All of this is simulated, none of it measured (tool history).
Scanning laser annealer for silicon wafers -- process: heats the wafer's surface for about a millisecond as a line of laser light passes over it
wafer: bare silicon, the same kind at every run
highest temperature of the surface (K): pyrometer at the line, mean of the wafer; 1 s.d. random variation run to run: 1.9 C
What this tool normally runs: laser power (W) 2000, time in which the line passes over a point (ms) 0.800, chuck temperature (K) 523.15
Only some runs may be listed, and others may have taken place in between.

run	hour	laser power (W)	time in which the line passes over a point (ms)	chuck temperature (K)	highest temperature of the surface (K)
1	0.0	2000	0.800	523.15	1340.15
2	15.9	2000	0.800	523.15	1335.15
3	35.7	1728	0.800	523.15	1225.15
4	60.7	2000	0.800	523.15	1334.15
5	78.6	2000	0.800	523.15	1332.15
6	90.1	2000	0.800	523.15	1333.15
7	113.5	2000	0.614	523.15	1219.15
# hour 120.4: optics aligned, line set to its width
# hour 135.2: window over the wafer cleaned
8	141.0	2000	0.614	523.15	1241.15
9	154.8	2172	0.985	541.15	1560.15
10	166.9	2172	0.678	543.15	1364.15
# hour 174.9: optics aligned, line set to its width, once more
11	186.3	2172	0.678	543.15	1385.15

Below are 4 alternative next runs, each starting from the tool's condition after run 11. Predict each:
A	210.6	1858	0.600	557.15	?
B	210.6	2008	0.638	495.15	?
C	210.6	1866	0.965	518.15	?
D	210.6	2038	0.829	523.15	?

run	highest temperature of the surface (K)
A	1227.15
B	1248.15
C	1400.15
D	1407.15
With the hidden condition removed and each run's random variation left untouched, the same runs would have given:
run	highest temperature of the surface (K)
A	1226.15
B	1246.15
C	1398.15
D	1405.15
